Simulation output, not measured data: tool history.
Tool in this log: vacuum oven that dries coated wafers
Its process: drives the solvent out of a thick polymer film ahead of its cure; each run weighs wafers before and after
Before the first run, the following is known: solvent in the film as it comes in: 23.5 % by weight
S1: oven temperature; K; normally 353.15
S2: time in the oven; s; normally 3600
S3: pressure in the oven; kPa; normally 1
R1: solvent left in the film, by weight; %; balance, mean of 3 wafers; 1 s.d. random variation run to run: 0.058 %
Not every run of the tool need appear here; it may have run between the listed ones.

run	day	S1	S2	S3	R1
1	0	353.15	3600	1	3.59
2	1.858	353.15	3600	1	3.55
3	4.058	353.15	3600	1	3.57
4	5.996	353.15	2760	1	5.17
5	8.204	353.15	3600	2.58	4.59
6	10.183	353.15	3600	2.58	4.43
7	11.196	353.15	3600	2.58	4.46
8	13.146	353.15	3600	2.58	4.64
9	14.229	353.15	6120	1	1.46
10	15.975	353.15	6120	1	1.52
11	18.171	353.15	6120	1	1.55
12	20.133	353.15	3600	1	3.51
13	21.446	353.15	3600	1	3.69
14	23.175	353.15	3600	1	3.46
15	24.254	353.15	3960	1	3.13
16	26.225	353.15	3960	1	2.98
17	27.296	353.15	3600	1	3.56
18	28.246	353.15	3600	1	3.63
19	30.021	346.15	3600	1	5.58
20	31.212	344.15	3600	1	6.24
21	33.15	353.15	3600	1	3.57
22	34.646	353.15	3600	1	3.58
23	36.225	353.15	3600	1	3.59
24	38.308	338.15	5460	3.23	8.06
25	40.4	338.15	5460	3.23	8.14
26	41.562	351.15	5700	0.84	1.85
27	42.612	351.15	5700	0.84	2.02
28	43.696	351.15	5700	0.84	1.82
29	45.346	347.15	2520	1.72	8.1
30	47.154	351.15	3660	0.65	3.82
31	48.429	351.15	3660	0.65	3.94
32	49.7	353.15	5160	1.42	2.31
# day 50.054: vacuum gauge cleaned of residue and calibrated
33	50.921	343.15	3420	3.24	8.78
34	52.575	342.15	1920	0.62	10.82
35	54.15	342.15	1920	0.62	10.78
36	55.792	339.15	1920	0.57	11.66
# day 56.067: oven's thermocouples calibrated
37	57.338	352.15	2160	0.86	6.89
38	59.067	352.15	2160	0.86	6.85
39	60.792	366.15	4860	1	0.74
40	62.921	366.15	4860	1	0.66
41	63.958	353.15	4620	1	2.43
42	65.879	353.15	4620	1	2.4

Results for each run, recomputed without the tool's hidden state and with each run's random variation untouched:
The tool's hidden condition here consists of: true wafer temperature over the reading, C; true pressure over the reading, kPa; drift of the gauge itself on solvent_pct, %.
run	R1
1	3.57
2	3.53
3	3.55
4	5.15
5	4.57
6	4.4
7	4.43
8	4.61
9	1.44
10	1.49
11	1.53
12	3.48
13	3.66
14	3.42
15	3.09
16	2.94
17	3.52
18	3.59
19	5.53
20	6.18
21	3.53
22	3.54
23	3.55
24	7.98
25	8.07
26	1.81
27	1.97
28	1.78
29	8.04
30	3.76
31	3.88
32	2.26
33	8.73
34	10.78
35	10.74
36	11.62
37	6.88
38	6.84
39	0.73
40	0.66
41	2.42
42	2.39

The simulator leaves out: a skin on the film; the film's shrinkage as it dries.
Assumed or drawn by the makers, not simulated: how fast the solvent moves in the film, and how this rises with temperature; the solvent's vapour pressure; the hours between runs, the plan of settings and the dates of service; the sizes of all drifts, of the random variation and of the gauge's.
